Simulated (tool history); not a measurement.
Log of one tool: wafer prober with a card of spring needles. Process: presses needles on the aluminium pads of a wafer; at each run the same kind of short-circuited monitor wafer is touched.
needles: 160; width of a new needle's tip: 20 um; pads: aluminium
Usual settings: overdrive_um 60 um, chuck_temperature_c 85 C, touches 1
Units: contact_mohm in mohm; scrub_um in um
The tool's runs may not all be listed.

run	day	overdrive_um	chuck_temperature_c	touches	contact_mohm	scrub_um
1	0	60	85	1	462	11.32
# day 0.05: tips cleaned on abrasive film
# day 0.208: tips cleaned on abrasive film
# day 0.362: tips cleaned on abrasive film
2	0.392	60	85	2	337	11.16
# day 0.533: tips cleaned on abrasive film
3	0.562	60	85	1	368	11.22
# day 0.679: tips cleaned on abrasive film
4	0.775	60	85	1	462	11.24
# day 0.838: tips cleaned on abrasive film
# day 1.004: tips cleaned on abrasive film
# day 1.162: tips cleaned on abrasive film
5	1.167	60	85	1	320	11.1
# day 1.317: tips cleaned on abrasive film
# day 1.479: tips cleaned on abrasive film
6	1.575	60	85	1	457	11.16
# day 1.633: tips cleaned on abrasive film
# day 1.783: tips cleaned on abrasive film
# day 1.95: tips cleaned on abrasive film
7	1.983	60	85	1	380	10.99
# day 2.112: tips cleaned on abrasive film
# day 2.258: tips cleaned on abrasive film
8	2.362	60	85	1	479	10.98
# day 2.421: tips cleaned on abrasive film
9	2.55	60	85	1	513	11.05
# day 2.592: tips cleaned on abrasive film
# day 2.733: tips cleaned on abrasive film
10	2.804	60	85	1	441	10.88
# day 2.892: tips cleaned on abrasive film
# day 3.046: tips cleaned on abrasive film
# day 3.192: tips cleaned on abrasive film
11	3.196	60	85	1	322	10.9
# day 3.346: tips cleaned on abrasive film
12	3.45	60	85	1	501	10.81
# day 3.492: tips cleaned on abrasive film
# day 3.642: tips cleaned on abrasive film
13	3.658	60	85	1	356	10.8
# day 3.792: tips cleaned on abrasive film
14	3.838	60	85	1	422	10.78
# day 3.946: tips cleaned on abrasive film
# day 4.112: tips cleaned on abrasive film
15	4.133	61	85	1	368	10.96
# day 4.283: tips cleaned on abrasive film
# day 4.45: tips cleaned on abrasive film
16	4.458	61	85	1	336	10.95
# day 4.596: tips cleaned on abrasive film
17	4.7	61	85	1	490	10.86
# day 4.742: tips cleaned on abrasive film
# day 4.9: tips cleaned on abrasive film
# day 5.058: tips cleaned on abrasive film
18	5.058	43	85	2	333	7.36
# day 5.204: tips cleaned on abrasive film
# day 5.217: height of the first contact set anew
# day 5.362: tips cleaned on abrasive film
19	5.388	71	85	1	346	13.67
# day 5.504: tips cleaned on abrasive film
# day 5.667: tips cleaned on abrasive film
20	5.796	71	85	1	444	13.65
# day 5.838: tips cleaned on abrasive film
# day 5.996: tips cleaned on abrasive film
21	6.079	67	85	2	376	12.74
# day 6.158: tips cleaned on abrasive film
# day 6.304: tips cleaned on abrasive film
22	6.383	45	85	1	592	8.58
# day 6.45: tips cleaned on abrasive film
# day 6.608: tips cleaned on abrasive film
# day 6.767: tips cleaned on abrasive film
23	6.775	43	35	2	341	8.11
# day 6.925: tips cleaned on abrasive film
# day 7.092: tips cleaned on abrasive film
24	7.129	43	42	2	427	8.04
# day 7.238: tips cleaned on abrasive film
# day 7.392: tips cleaned on abrasive film
25	7.412	43	64	2	393	7.94
# day 7.538: tips cleaned on abrasive film
# day 7.696: tips cleaned on abrasive film
26	7.788	60	76	2	405	11.27
# day 7.846: tips cleaned on abrasive film
# day 8: tips cleaned on abrasive film
27	8.075	74	43	1	403	13.92
# day 8.167: tips cleaned on abrasive film
# day 8.321: tips cleaned on abrasive film
# day 8.475: tips cleaned on abrasive film
28	8.475	68	121	1	323	12.86

Forecast each of these 3 alternatives for the next run:
# day 8.629: tips cleaned on abrasive film
# day 8.775: tips cleaned on abrasive film
A	8.858	78	47	3	?	?
# day 8.629: tips cleaned on abrasive film
# day 8.775: tips cleaned on abrasive film
B	8.858	60	121	1	?	?
# day 8.629: tips cleaned on abrasive film
# day 8.775: tips cleaned on abrasive film
C	8.858	74	121	1	?	?

run	contact_mohm	scrub_um
A	316	14.6
B	478	11.16
C	414	13.77
Without the tool's hidden state the same runs would have given:
run	contact_mohm	scrub_um
A	273	15.07
B	305	11.62
C	299	14.24
